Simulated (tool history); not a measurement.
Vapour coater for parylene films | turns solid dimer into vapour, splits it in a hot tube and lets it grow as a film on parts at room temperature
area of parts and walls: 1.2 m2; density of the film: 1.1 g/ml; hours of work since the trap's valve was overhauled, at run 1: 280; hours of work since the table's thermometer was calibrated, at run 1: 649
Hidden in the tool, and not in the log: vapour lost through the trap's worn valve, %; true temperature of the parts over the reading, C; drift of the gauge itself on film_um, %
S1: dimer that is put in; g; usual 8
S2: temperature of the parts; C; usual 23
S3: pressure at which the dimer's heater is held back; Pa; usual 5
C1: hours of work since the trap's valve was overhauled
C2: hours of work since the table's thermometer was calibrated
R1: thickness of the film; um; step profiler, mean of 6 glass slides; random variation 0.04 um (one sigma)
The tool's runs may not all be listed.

{"run": 1, "hour": 0.0, "S1": 8, "S2": 23, "S3": 5, "C1": 280, "C2": 649, "R1": 3.81}
{"hour": 28.8, "done": "trap's valve overhauled"}
{"run": 2, "hour": 45.1, "S1": 8, "S2": 23, "S3": 5, "C1": 10, "C2": 673, "R1": 3.64}
{"run": 3, "hour": 84.6, "S1": 8, "S2": 23, "S3": 5, "C1": 33, "C2": 697, "R1": 3.61}
{"run": 4, "hour": 137.8, "S1": 8, "S2": 23, "S3": 5, "C1": 64, "C2": 728, "R1": 3.46}
{"run": 5, "hour": 189.0, "S1": 8, "S2": 23, "S3": 5, "C1": 95, "C2": 758, "R1": 3.5}
{"run": 6, "hour": 220.6, "S1": 8, "S2": 23, "S3": 5, "C1": 113, "C2": 777, "R1": 3.47}
{"run": 7, "hour": 266.1, "S1": 8, "S2": 23, "S3": 5, "C1": 140, "C2": 804, "R1": 3.46}
{"hour": 296.2, "done": "trap's valve overhauled, once more"}
{"run": 8, "hour": 300.3, "S1": 8, "S2": 23, "S3": 5, "C1": 2, "C2": 822, "R1": 4.4}
{"run": 9, "hour": 331.8, "S1": 8, "S2": 19, "S3": 5, "C1": 21, "C2": 840, "R1": 4.76}
{"run": 10, "hour": 377.4, "S1": 8, "S2": 19, "S3": 5, "C1": 48, "C2": 867, "R1": 4.64}
{"run": 11, "hour": 423.2, "S1": 8, "S2": 23, "S3": 5, "C1": 75, "C2": 895, "R1": 4.24}
{"run": 12, "hour": 467.0, "S1": 8, "S2": 23, "S3": 5, "C1": 101, "C2": 920, "R1": 4.24}
{"run": 13, "hour": 517.4, "S1": 8, "S2": 29, "S3": 5, "C1": 131, "C2": 950, "R1": 3.66}
{"run": 14, "hour": 570.5, "S1": 8, "S2": 23, "S3": 5, "C1": 162, "C2": 982, "R1": 4.15}
{"run": 15, "hour": 624.3, "S1": 8, "S2": 35, "S3": 5, "C1": 194, "C2": 1013, "R1": 3.25}
{"run": 16, "hour": 673.1, "S1": 5, "S2": 35, "S3": 5, "C1": 223, "C2": 1042, "R1": 2.01}
{"run": 17, "hour": 718.3, "S1": 5, "S2": 35, "S3": 5, "C1": 250, "C2": 1069, "R1": 1.95}
{"run": 18, "hour": 762.8, "S1": 5, "S2": 35, "S3": 5, "C1": 276, "C2": 1095, "R1": 1.95}
{"hour": 796.6, "done": "trap's valve overhauled"}
{"run": 19, "hour": 814.0, "S1": 5, "S2": 35, "S3": 5, "C1": 10, "C2": 1123, "R1": 2.16}
{"run": 20, "hour": 850.9, "S1": 5, "S2": 20, "S3": 5, "C1": 32, "C2": 1145, "R1": 2.92}
{"hour": 894.7, "done": "table's thermometer calibrated"}
{"run": 21, "hour": 896.8, "S1": 5, "S2": 20, "S3": 5, "C1": 59, "C2": 1, "R1": 2.72}
{"run": 22, "hour": 932.0, "S1": 5, "S2": 23, "S3": 5, "C1": 80, "C2": 22, "R1": 2.58}
{"run": 23, "hour": 982.3, "S1": 5, "S2": 23, "S3": 5, "C1": 109, "C2": 52, "R1": 2.58}
{"run": 24, "hour": 1030.7, "S1": 3, "S2": 23, "S3": 6.23, "C1": 138, "C2": 81, "R1": 1.5}
{"run": 25, "hour": 1086.2, "S1": 3, "S2": 23, "S3": 6.23, "C1": 171, "C2": 113, "R1": 1.44}
{"run": 26, "hour": 1123.0, "S1": 3, "S2": 23, "S3": 6.23, "C1": 193, "C2": 135, "R1": 1.43}
{"run": 27, "hour": 1168.0, "S1": 7, "S2": 35, "S3": 3.78, "C1": 219, "C2": 162, "R1": 2.91}
{"run": 28, "hour": 1193.1, "S1": 7, "S2": 35, "S3": 3.78, "C1": 234, "C2": 177, "R1": 2.87}
{"run": 29, "hour": 1240.9, "S1": 9, "S2": 32, "S3": 8.76, "C1": 262, "C2": 205, "R1": 3.25}
{"run": 30, "hour": 1272.2, "S1": 9, "S2": 32, "S3": 8.76, "C1": 281, "C2": 223, "R1": 3.28}

The next listed run, before its measurement:
{"hour": 1299.2, "done": "trap's valve overhauled"}
{"run": 31, "hour": 1321.6, "S1": 11, "S2": 19, "S3": 2.37, "C1": 13, "C2": 250, "R1": "?"}

Run 31 gave R1 7.32 um.
Without the tool's hidden state the same run would have given R1 7.33 um.
